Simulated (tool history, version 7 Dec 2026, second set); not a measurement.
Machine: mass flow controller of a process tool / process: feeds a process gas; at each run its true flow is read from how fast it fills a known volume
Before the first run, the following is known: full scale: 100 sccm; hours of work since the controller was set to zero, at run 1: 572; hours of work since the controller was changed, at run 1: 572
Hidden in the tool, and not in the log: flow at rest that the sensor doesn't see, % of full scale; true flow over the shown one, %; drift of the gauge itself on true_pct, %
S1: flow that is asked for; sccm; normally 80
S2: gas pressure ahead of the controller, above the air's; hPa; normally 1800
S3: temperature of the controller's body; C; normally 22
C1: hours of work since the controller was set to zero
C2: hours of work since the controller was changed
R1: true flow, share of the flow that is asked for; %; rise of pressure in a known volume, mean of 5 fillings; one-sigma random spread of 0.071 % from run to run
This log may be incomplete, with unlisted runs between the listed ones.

| run | hour | S1 | S2 | S3 | C1 | C2 | R1 |
|---|---|---|---|---|---|---|---|
| 1 | 0 | 80 | 1800 | 22 | 572 | 572 | 99.76 |
| 2 | 320.2 | 80 | 1580 | 22 | 691 | 691 | 100.04 |
| 3 | 647.8 | 80 | 1580 | 22 | 814 | 814 | 99.94 |
| 4 | 928.3 | 80 | 1580 | 22 | 919 | 919 | 99.78 |
| 5 | 1264.3 | 80 | 1580 | 22 | 1045 | 1045 | 99.8 |
| 6 | 1422.4 | 80 | 2770 | 22 | 1104 | 1104 | 98.99 |
| 7 | 1568 | 80 | 2770 | 22 | 1159 | 1159 | 99.07 |
| 8 | 1809.5 | 80 | 2770 | 22 | 1249 | 1249 | 99.04 |
| 9 | 2023.6 | 80 | 1800 | 22 | 1330 | 1330 | 99.48 |
| 10 | 2325.3 | 80 | 1800 | 22 | 1443 | 1443 | 99.58 |
| 11 | 2473.4 | 26 | 1800 | 21 | 1498 | 1498 | 99.54 |
|  | 2496.9 | controller's zero set anew |
| 12 | 2626.5 | 26 | 1800 | 21 | 49 | 1555 | 100.43 |
| 13 | 2833.9 | 12 | 2540 | 21 | 126 | 1633 | 102.65 |
| 14 | 3158.3 | 78 | 1580 | 22 | 248 | 1754 | 99.89 |
| 15 | 3400.2 | 18 | 1430 | 20 | 338 | 1845 | 101.78 |
| 16 | 3594.7 | 42 | 1710 | 32 | 411 | 1918 | 99.31 |
| 17 | 3817.7 | 42 | 1450 | 21 | 495 | 2001 | 100.02 |
| 18 | 4086.8 | 32 | 1630 | 31 | 596 | 2102 | 99.67 |
| 19 | 4235.2 | 32 | 1630 | 31 | 651 | 2158 | 99.64 |

Table of differences, measured result less the result of that run with no hidden state. Run-to-run variation is the same in both. Gauge scatter possibly is not:
| run | R1 |
|---|---|
| 1 | -0.12 |
| 2 | -0.15 |
| 3 | -0.19 |
| 4 | -0.22 |
| 5 | -0.26 |
| 6 | -0.28 |
| 7 | -0.29 |
| 8 | -0.32 |
| 9 | -0.33 |
| 10 | -0.37 |
| 11 | +0.58 |
| 12 | +1.4 |
| 13 | +4.15 |
| 14 | -0.18 |
| 15 | +2.59 |
| 16 | +0.51 |
| 17 | +0.5 |
| 18 | +1.04 |
| 19 | +1.04 |
